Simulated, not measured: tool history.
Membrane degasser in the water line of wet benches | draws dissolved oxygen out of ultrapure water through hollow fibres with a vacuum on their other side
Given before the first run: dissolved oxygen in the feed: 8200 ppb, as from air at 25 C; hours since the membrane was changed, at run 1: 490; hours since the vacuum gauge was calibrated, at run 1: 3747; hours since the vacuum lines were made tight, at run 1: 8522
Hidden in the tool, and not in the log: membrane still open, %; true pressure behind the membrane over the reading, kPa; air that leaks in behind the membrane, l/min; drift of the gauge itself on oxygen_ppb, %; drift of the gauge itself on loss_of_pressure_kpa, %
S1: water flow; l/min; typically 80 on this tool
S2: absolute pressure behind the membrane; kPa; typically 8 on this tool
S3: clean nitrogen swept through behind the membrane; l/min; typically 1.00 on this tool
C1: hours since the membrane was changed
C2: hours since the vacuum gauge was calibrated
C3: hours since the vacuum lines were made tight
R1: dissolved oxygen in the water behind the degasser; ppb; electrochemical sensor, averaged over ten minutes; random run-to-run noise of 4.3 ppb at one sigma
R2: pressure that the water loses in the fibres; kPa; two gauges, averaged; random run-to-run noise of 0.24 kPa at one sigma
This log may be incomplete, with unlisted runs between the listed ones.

{"run": 1, "day": 0.0, "S1": 80, "S2": 8, "S3": 1.0, "C1": 490, "C2": 3747, "C3": 8522, "R1": 842.2, "R2": 60.27}
{"run": 2, "day": 0.892, "S1": 80, "S2": 8, "S3": 1.0, "C1": 512, "C2": 3769, "C3": 8543, "R1": 843.7, "R2": 60.62}
{"run": 3, "day": 2.762, "S1": 80, "S2": 8, "S3": 1.0, "C1": 557, "C2": 3814, "C3": 8588, "R1": 838.5, "R2": 60.46}
{"run": 4, "day": 4.458, "S1": 80, "S2": 8, "S3": 1.0, "C1": 597, "C2": 3854, "C3": 8629, "R1": 835.3, "R2": 60.82}
{"run": 5, "day": 5.425, "S1": 80, "S2": 8, "S3": 0.56, "C1": 621, "C2": 3878, "C3": 8652, "R1": 1085.5, "R2": 60.47}
{"run": 6, "day": 6.654, "S1": 80, "S2": 8, "S3": 0.56, "C1": 650, "C2": 3907, "C3": 8682, "R1": 1079.5, "R2": 60.05}
{"run": 7, "day": 8.233, "S1": 80, "S2": 8, "S3": 1.36, "C1": 688, "C2": 3945, "C3": 8719, "R1": 727.3, "R2": 60.54}
{"run": 8, "day": 9.912, "S1": 80, "S2": 8, "S3": 1.36, "C1": 728, "C2": 3985, "C3": 8760, "R1": 732.8, "R2": 60.27}
{"run": 9, "day": 11.821, "S1": 80, "S2": 8, "S3": 1.36, "C1": 774, "C2": 4031, "C3": 8806, "R1": 728.4, "R2": 60.13}
{"run": 10, "day": 12.667, "S1": 80, "S2": 8, "S3": 0.66, "C1": 794, "C2": 4051, "C3": 8826, "R1": 1010.3, "R2": 60.39}
{"run": 11, "day": 13.829, "S1": 80, "S2": 8, "S3": 0.66, "C1": 822, "C2": 4079, "C3": 8854, "R1": 1008.0, "R2": 60.65}
{"run": 12, "day": 15.658, "S1": 80, "S2": 8, "S3": 0.66, "C1": 866, "C2": 4123, "C3": 8898, "R1": 999.8, "R2": 60.81}
{"run": 13, "day": 16.683, "S1": 80, "S2": 8, "S3": 0.66, "C1": 891, "C2": 4148, "C3": 8922, "R1": 1004.4, "R2": 60.79}
{"run": 14, "day": 18.458, "S1": 80, "S2": 8, "S3": 0.66, "C1": 933, "C2": 4190, "C3": 8965, "R1": 1004.5, "R2": 60.36}
{"run": 15, "day": 19.404, "S1": 88, "S2": 8, "S3": 1.0, "C1": 956, "C2": 4213, "C3": 8988, "R1": 920.1, "R2": 66.49}
{"run": 16, "day": 21.217, "S1": 88, "S2": 8, "S3": 1.0, "C1": 999, "C2": 4257, "C3": 9031, "R1": 917.6, "R2": 66.23}

Forecast run 17:
{"run": 17, "day": 22.325, "S1": 88, "S2": 8, "S3": 1.0, "C1": 1026, "C2": 4283, "C3": 9058, "R1": "?", "R2": "?"}

Logged for run 17: R1 918.1 ppb, R2 66.48 kPa.
Minus the tool's unlogged condition, the same run would have read R1 917.9 ppb, R2 66.48 kPa.

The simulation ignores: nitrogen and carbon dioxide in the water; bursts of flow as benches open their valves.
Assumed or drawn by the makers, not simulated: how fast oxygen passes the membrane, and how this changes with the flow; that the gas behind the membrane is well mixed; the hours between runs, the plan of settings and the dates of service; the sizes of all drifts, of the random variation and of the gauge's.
